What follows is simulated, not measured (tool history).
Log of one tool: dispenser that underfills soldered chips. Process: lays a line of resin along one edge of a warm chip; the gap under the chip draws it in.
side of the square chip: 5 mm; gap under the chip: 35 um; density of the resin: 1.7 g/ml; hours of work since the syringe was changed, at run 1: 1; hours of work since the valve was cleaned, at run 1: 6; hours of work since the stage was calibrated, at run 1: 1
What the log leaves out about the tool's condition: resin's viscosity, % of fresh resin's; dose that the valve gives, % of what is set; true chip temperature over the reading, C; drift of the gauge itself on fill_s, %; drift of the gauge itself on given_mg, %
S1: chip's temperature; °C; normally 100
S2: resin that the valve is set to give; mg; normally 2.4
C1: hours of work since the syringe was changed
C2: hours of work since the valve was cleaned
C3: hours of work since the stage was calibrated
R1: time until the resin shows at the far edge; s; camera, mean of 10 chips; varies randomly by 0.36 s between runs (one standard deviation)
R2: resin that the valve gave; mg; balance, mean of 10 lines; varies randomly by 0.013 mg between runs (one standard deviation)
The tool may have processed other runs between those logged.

run  hour   S1    S2  C1  C2  C3    R1    R2
  1     0  100   2.4   1   6   1  22.3  2.39
  2   2.9  100   2.4   3   8   3  26.3  2.39
  3   6.7  100   2.4   6  11   6    35  2.37
       10  -- new syringe of resin
  4  11.2  100   2.4   1  14   9  21.9  2.38
  5  15.4  100   2.4   4  17  12  29.2  2.38
  6  20.1   90   2.4   7  20  16  61.6  2.38
     21.6  -- new syringe of resin
  7  23.8  113   2.4   2  23  18  13.5  2.38
  8  28.3  100  2.88   5  26  21  31.4  2.83
     32.9  -- new syringe of resin
  9    33  100  2.88   0  29  24  20.3  2.84
 10  37.6  100  2.88   3  33  28  27.2  2.83
 11  41.7  100  2.88   6  36  31  35.3  2.85
     44.5  -- new syringe of resin
 12  45.9  100  2.88   1  38  34  21.7  2.83
 13  50.8   87  2.88   5  42  37  55.8  2.81
     55.9  -- new syringe of resin
 14  55.9   92  2.44   0  45  41  30.2  2.38
 15  59.3   91  2.47   2  48  43  38.5  2.42
 16  63.6   91  2.47   6  51  46  50.7  2.41
 17  65.9   91  2.47   7  53  48  58.4  2.41
     67.6  -- new syringe of resin
 18  68.3  110  2.47   1  54  49    14  2.42
 19  70.5  100  2.82   2  56  51  25.3  2.77
 20  73.2  104  3.07   4  58  53  24.2  2.97

Consider 3 possible next runs. They are alternatives, not a sequence: every one starts from the tool as it was left by run 20. What does each give?
  A  77.4  103  2.71   7  61  56   ?   ?
  B  77.4   95  3.02   7  61  56   ?   ?
  C  77.4  109  2.61   7  61  56   ?   ?

run    R1    R2
  A  34.3  2.64
  B  48.8  2.94
  C  26.6  2.54
Had the tool no hidden state, the same runs would have come out as:
run    R1    R2
  A  17.8  2.71
  B  25.2  3.02
  C  13.6   2.6

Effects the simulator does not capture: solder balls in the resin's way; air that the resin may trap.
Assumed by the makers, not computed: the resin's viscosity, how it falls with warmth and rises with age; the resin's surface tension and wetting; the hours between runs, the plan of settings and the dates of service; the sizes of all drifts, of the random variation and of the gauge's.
